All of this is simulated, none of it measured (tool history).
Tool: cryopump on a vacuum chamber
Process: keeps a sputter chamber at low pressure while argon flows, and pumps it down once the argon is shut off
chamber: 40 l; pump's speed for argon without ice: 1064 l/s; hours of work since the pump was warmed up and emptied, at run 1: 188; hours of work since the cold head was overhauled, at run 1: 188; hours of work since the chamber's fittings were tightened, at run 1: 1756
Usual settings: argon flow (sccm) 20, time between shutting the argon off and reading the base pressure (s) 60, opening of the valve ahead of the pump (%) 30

run,hour,argon flow (sccm),time between shutting the argon off and reading the base pressure (s),opening of the valve ahead of the pump (%),hours of work since the pump was warmed up and emptied,hours of work since the cold head was overhauled,hours of work since the chamber's fittings were tightened,pressure while argon flows (Pa),pressure after the wait (uPa)
1,0.0,20,60,30,188,188,1756,0.1114,3.18
2,22.2,20,60,30,198,198,1765,0.1105,3.29
3,43.2,8,60,30,206,206,1774,0.0442,3.28
4,68.0,8,60,30,217,217,1784,0.0436,3.29
5,90.0,8,60,16,226,226,1793,0.0827,3.37
6,103.7,20,60,30,232,232,1799,0.1139,3.34
7,133.7,20,60,30,244,244,1811,0.1123,3.36
8,149.4,20,60,30,251,251,1818,0.1118,3.41
9,183.0,20,60,22,265,265,1832,0.1515,3.46
10,207.8,20,60,22,275,275,1842,0.1517,3.45
11,232.6,20,60,22,285,285,1853,0.1526,3.45
12,260.2,20,60,22,297,297,1864,0.1532,3.53
13,288.2,20,60,22,308,308,1876,0.1524,3.59
14,316.5,20,86,22,320,320,1887,0.1537,3.07
15,337.1,20,86,22,329,329,1896,0.1532,3.08
16,364.2,20,86,22,340,340,1907,0.1550,3.16
17,378.4,20,86,22,346,346,1913,0.1539,3.10
18,398.0,20,86,22,354,354,1921,0.1522,3.12
19,423.9,12,24,22,365,365,1932,0.0942,6.09
20,446.0,28,81,58,374,374,1941,0.0910,3.23
21,472.7,25,243,48,385,385,1952,0.0966,2.36
22,505.2,30,66,45,399,399,1966,0.1241,3.54
23,530.5,30,60,19,409,409,1977,0.2683,3.90
24,555.6,30,60,19,420,420,1987,0.2697,3.82
25,577.3,23,60,29,429,429,1996,0.1399,3.83
26,594.2,38,196,19,436,436,2003,0.3409,2.65
27,615.0,38,196,36,444,444,2012,0.1924,2.75
28,648.5,20,30,48,458,458,2026,0.0809,5.56
29,675.1,31,252,30,469,469,2037,0.1871,2.67
30,704.6,14,25,26,482,482,2049,0.0953,6.20
31,719.2,14,25,26,488,488,2055,0.0961,6.43
32,752.8,14,25,26,502,502,2069,0.0964,6.10
33,772.8,20,43,30,510,510,2077,0.1212,4.84

Measured less the same run without the tool's hidden state. The same run-to-run variation is in both; the gauge's scatter may not be:
The hidden state here: pump's speed, % of a pump's without ice; cold plate's temperature, K; leak into the chamber, uPa l/s; drift of the gauge itself on working_pa, %; drift of the gauge itself on base_upa, %.
run,pressure while argon flows (Pa),pressure after the wait (uPa)
1,+0.0047,+1.30
2,+0.0049,+1.36
3,+0.0020,+1.35
4,+0.0022,+1.37
5,+0.0024,+1.41
6,+0.0060,+1.41
7,+0.0064,+1.44
8,+0.0065,+1.47
9,+0.0070,+1.51
10,+0.0074,+1.51
11,+0.0077,+1.54
12,+0.0080,+1.56
13,+0.0085,+1.62
14,+0.0088,+1.61
15,+0.0092,+1.65
16,+0.0096,+1.70
17,+0.0098,+1.69
18,+0.0100,+1.68
19,+0.0063,+1.71
20,+0.0151,+1.74
21,+0.0141,+1.70
22,+0.0178,+1.78
23,+0.0183,+1.90
24,+0.0191,+1.90
25,+0.0150,+1.90
26,+0.0253,+1.88
27,+0.0260,+1.96
28,+0.0145,+1.98
29,+0.0231,+1.99
30,+0.0108,+2.03
31,+0.0110,+2.12
32,+0.0115,+2.04
33,+0.0168,+2.20

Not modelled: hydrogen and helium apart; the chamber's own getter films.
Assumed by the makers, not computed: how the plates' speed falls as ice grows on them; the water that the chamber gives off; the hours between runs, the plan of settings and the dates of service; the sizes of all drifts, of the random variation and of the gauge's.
